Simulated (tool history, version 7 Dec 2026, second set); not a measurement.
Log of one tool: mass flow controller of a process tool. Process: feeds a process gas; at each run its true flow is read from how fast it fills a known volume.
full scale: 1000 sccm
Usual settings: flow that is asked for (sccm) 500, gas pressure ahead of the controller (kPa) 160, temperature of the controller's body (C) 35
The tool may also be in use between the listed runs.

run	hour	flow that is asked for (sccm)	gas pressure ahead of the controller (kPa)	temperature of the controller's body (C)	true flow (%)
1	0.0	500	160	35	99.66
2	237.4	500	160	35	99.72
3	611.3	500	143	35	99.62
4	1122.8	500	160	27	99.22
5	1420.1	500	160	35	99.62
6	1928.1	500	160	40	99.86
7	2398.9	500	160	35	99.63
8	2899.7	500	160	35	99.75
9	3221.7	500	196	35	99.66
10	3500.1	500	196	35	99.63
11	3893.6	500	186	35	99.61
12	4410.6	500	186	35	99.68
13	4915.5	500	186	35	99.81
14	5472.1	500	186	35	99.68
15	6028.1	500	186	35	99.69
# hour 6139.1: controller's zero set anew
16	6376.2	500	186	35	99.33
17	6759.6	500	160	35	99.32
18	7126.2	185	160	35	96.38
19	7667.5	500	160	22	98.73
20	7992.7	500	160	22	98.50
21	8279.0	500	160	22	98.60
22	8723.5	500	160	22	98.69
# hour 8829.1: controller's zero set anew, once more
23	9017.0	500	160	22	100.11
24	9317.3	277	196	23	99.87
25	9709.5	277	196	23	99.81
26	10228.9	361	184	24	99.97
27	10768.6	361	184	24	100.06
28	11271.1	115	184	25	99.17
29	11713.4	100	273	33	99.53
30	12239.6	446	209	26	100.44
31	12710.6	186	231	26	99.68
32	13264.4	186	231	26	99.60
33	13515.9	186	231	27	99.63
34	13848.5	121	231	35	99.48
35	14104.6	501	262	35	101.05
# hour 14539.2: controller exchanged for a calibrated one
36	14617.3	135	160	21	98.31
37	14882.5	135	160	21	98.30
38	15377.8	135	160	21	98.14
39	15793.6	470	160	22	98.72
40	16100.6	500	261	27	99.27
41	16456.7	126	271	37	98.79
42	16885.2	158	156	37	98.92

Forecast each of these 3 alternatives for the next run:
A	17317.5	102	156	37	?
B	17317.5	690	160	35	?
C	17317.5	391	219	37	?

run	true flow (%)
A	98.29
B	99.84
C	99.45
Without the tool's hidden state the same runs would have given:
run	true flow (%)
A	99.18
B	99.96
C	99.68
